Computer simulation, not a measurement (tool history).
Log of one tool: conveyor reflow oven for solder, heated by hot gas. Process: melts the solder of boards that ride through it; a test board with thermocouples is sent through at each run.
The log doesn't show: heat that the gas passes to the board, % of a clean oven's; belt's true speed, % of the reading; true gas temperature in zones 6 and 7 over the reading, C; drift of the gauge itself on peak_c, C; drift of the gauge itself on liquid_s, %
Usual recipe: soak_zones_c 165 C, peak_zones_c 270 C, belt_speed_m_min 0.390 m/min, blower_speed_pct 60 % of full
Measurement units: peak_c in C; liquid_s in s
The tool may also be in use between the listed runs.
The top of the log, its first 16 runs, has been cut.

run   hour  soak_zones_c  peak_zones_c  belt_speed_m_min  blower_speed_pct  hours of work since the flux was cleaned out  hours of work since the belt drive was overhauled  hours of work since the thermocouples were changed  peak_c  liquid_s
 17  120.6           165           270             0.390                65                                           266                                                 76                                                 703   247.1      67.4
 18  129.8           165           264             0.382                60                                           270                                                 80                                                 707   240.3      60.3
 19  137.9           172           260             0.390                60                                           273                                                 83                                                 710   236.7      57.2
 20  147.4           176           267             0.390                60                                           277                                                 87                                                 714   243.6      70.6
 21  151.6           164           267             0.399                60                                           279                                                 89                                                 716   240.6      57.3
 22  160.7           162           267             0.417                59                                           283                                                 93                                                 720   237.8      48.8
 23  169.7           178           267             0.417                56                                           287                                                 97                                                 724   239.9      59.2
 24  178.0           165           270             0.316                88                                           291                                                101                                                 728   258.4     105.0
 25  187.1           178           281             0.316                75                                           295                                                105                                                 732   267.5     117.7
 26  195.6           178           281             0.316                75                                           298                                                108                                                 735   267.6     118.1
 27  201.2           178           281             0.316                75                                           301                                                111                                                 738   267.2     117.3
 28  209.6           178           281             0.316                75                                           304                                                114                                                 742   268.4     118.0
 29  215.9           169           272             0.362                55                                           307                                                117                                                 744   247.6      76.3
 30  221.5           169           283             0.362                55                                           310                                                120                                                 747   256.3      86.4
 31  229.7           151           270             0.390                60                                           313                                                123                                                 750   240.5      53.4

Each row is a separate what-if for the run after 31, all from the same tool condition, not one after another. Results?
  A  234.1           166           262             0.449                60                                           315                                                125                                                 752       ?         ?
  B  234.1           165           282             0.390                60                                           315                                                125                                                 752       ?         ?
  C  234.1           169           269             0.382                60                                           315                                                125                                                 752       ?         ?
  D  234.1           165           280             0.361                60                                           315                                                125                                                 752       ?         ?

run  peak_c  liquid_s
  A   231.7      35.9
  B   253.1      75.5
  C   244.8      68.0
  D   254.9      83.2
What these runs would have given with no unlogged condition in the tool:
run  peak_c  liquid_s
  A   235.3      42.7
  B   256.8      79.6
  C   248.1      72.9
  D   258.3      87.2
